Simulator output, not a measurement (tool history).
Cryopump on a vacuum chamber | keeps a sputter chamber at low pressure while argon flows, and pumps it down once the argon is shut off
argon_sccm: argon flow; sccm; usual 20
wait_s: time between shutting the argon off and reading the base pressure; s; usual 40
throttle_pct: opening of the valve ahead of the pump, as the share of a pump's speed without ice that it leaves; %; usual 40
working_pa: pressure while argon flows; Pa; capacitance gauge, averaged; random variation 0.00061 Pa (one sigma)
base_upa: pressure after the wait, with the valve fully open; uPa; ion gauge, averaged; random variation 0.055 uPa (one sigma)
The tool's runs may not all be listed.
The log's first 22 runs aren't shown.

run	hour	argon_sccm	wait_s	throttle_pct	hours of work since the pump was warmed up and emptied	hours of work since the cold head was overhauled	hours of work since the chamber's fittings were tightened	working_pa	base_upa
23	220.5	26	40	40	603	603	1741	0.1212	5.72
24	234.1	26	40	40	612	612	1751	0.1208	5.75
25	244.3	20	219	53	620	620	1758	0.0717	3.06
26	251.6	18	65	40	625	625	1763	0.0826	4.41
27	266.5	11	128	16	635	635	1773	0.1257	3.50
28	276.6	8	281	26	642	642	1781	0.0565	2.99
29	284.5	25	167	19	648	648	1786	0.2382	3.32
30	295.3	25	152	23	655	655	1794	0.2000	3.41
31	308.5	23	94	40	665	665	1803	0.1062	3.89
32	320.0	11	68	40	673	673	1811	0.0516	4.41
33	331.8	24	195	16	681	681	1819	0.2708	3.26
34	338.7	26	35	23	686	686	1824	0.2063	6.14

Forecast each of these 3 alternatives for the next run:
A	353.6	14	80	38	696	696	1835	?	?
B	353.6	18	107	51	696	696	1835	?	?
C	353.6	36	109	23	696	696	1835	?	?

run	working_pa	base_upa
A	0.0684	4.26
B	0.0666	3.86
C	0.2853	3.88
Without the tool's hidden state the same runs would have given:
run	working_pa	base_upa
A	0.0654	1.87
B	0.0628	1.50
C	0.2776	1.47
